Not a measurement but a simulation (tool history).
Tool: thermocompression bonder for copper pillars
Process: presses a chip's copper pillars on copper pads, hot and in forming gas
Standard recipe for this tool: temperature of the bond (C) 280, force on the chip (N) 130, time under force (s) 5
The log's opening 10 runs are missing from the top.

run   hour  temperature of the bond (C)  force on the chip (N)  time under force (s)  hours of work since the heater was calibrated  hours of work since the force cell was calibrated  hours of work since the gas filter was changed  force that shears a chip off (N)
 11  284.2                          280                    130                    11                                            819                                                819                                             276                             103.5
 12    312                          295                    130                     5                                            834                                                834                                             291                              99.2
 13  333.8                          280                    137                     5                                            845                                                845                                             303                              88.7
 14  358.5                          280                    130                     5                                            859                                                859                                             316                              85.9
 15  379.7                          280                    130                     5                                            870                                                870                                             328                              86.3
 16  402.6                          280                    106                     5                                            883                                                883                                             340                              79.3
 17  438.3                          280                     85                     5                                            902                                                902                                             360                              72.3
 18  471.3                          280                    130                     3                                            920                                                920                                             378                              74.3
 19  491.2                          280                    130                     3                                            931                                                931                                             388                              74.7
     525.8  -- forming gas filter changed
 20  528.8                          280                    130                     3                                            951                                                951                                               2                              75.2
 21  566.4                          280                    130                     3                                            971                                                971                                              22                              75.3
 22  597.3                          307                     96                     5                                            988                                                988                                              39                             100.8
 23    622                          307                     96                     5                                           1001                                               1001                                              52                             100.8
 24  656.6                          254                    170                     5                                           1020                                               1020                                              71                              68.8
 25  674.3                          254                    170                     5                                           1030                                               1030                                              80                              69.3
 26  708.7                          254                    170                     5                                           1048                                               1048                                              99                                69
 27  740.4                          289                    130                     5                                           1066                                               1066                                             116                              95.8
 28  760.1                          262                    132                     3                                           1076                                               1076                                             127                              57.8
 29  785.4                          272                    186                     8                                           1090                                               1090                                             141                             100.3
 30    801                          272                    109                     9                                           1098                                               1098                                             149                              86.7
     804.7  -- heater calibrated with a thermocouple chip
     819.7  -- force cell calibrated
 31  822.4                          272                    109                     9                                              9                                                  1                                             159                              85.6
 32  855.3                          277                    101                     9                                             27                                                 19                                             177                              88.7
 33  888.9                          255                    101                     3                                             45                                                 38                                             195                              44.2

What does the tool deliver on the next run?
 34  905.3                          255                    101                     3                                             54                                                 46                                             204                                 ?

force that shears a chip off (N): 44.5
Minus the tool's unlogged condition, the same run would have read force that shears a chip off (N) 44.6.
